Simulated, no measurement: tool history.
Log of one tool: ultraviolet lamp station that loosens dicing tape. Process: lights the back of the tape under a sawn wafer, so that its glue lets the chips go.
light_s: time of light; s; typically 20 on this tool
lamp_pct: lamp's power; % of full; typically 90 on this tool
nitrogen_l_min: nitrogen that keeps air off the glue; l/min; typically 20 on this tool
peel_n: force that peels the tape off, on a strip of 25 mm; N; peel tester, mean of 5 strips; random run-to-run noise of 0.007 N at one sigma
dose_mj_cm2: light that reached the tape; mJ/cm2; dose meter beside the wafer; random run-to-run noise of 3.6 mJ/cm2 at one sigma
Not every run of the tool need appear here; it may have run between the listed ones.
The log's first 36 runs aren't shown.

run    hour  light_s  lamp_pct  nitrogen_l_min  peel_n  dose_mj_cm2
 37    1580       23        78              27   0.279          545
 38  1608.2       20        87              20   0.299          525
 39  1655.3       22        87              31   0.279          581
 40  1683.8       22        87              31    0.27          570
 41  1739.1       17        66               9   0.604          333
     1750.4  -- window cleaned of glue's vapour
 42  1770.2       30        99              20   0.241          921
 43  1823.8       30        99              20   0.239          918
 44  1871.2       30        99              20   0.239          907

What if the next run were any one of these 3? Each begins from the tool's condition after run 44:
  A  1907.8       10        79              28       ?            ?
  B  1907.8       20        61              20       ?            ?
  C  1907.8       30        99              39       ?            ?

run  peel_n  dose_mj_cm2
  A   0.674          244
  B   0.426          370
  C   0.228          904
Take away the tool's hidden state, keep each run's random variation, and the runs would have read:
run  peel_n  dose_mj_cm2
  A   0.606          265
  B   0.384          403
  C   0.227          983
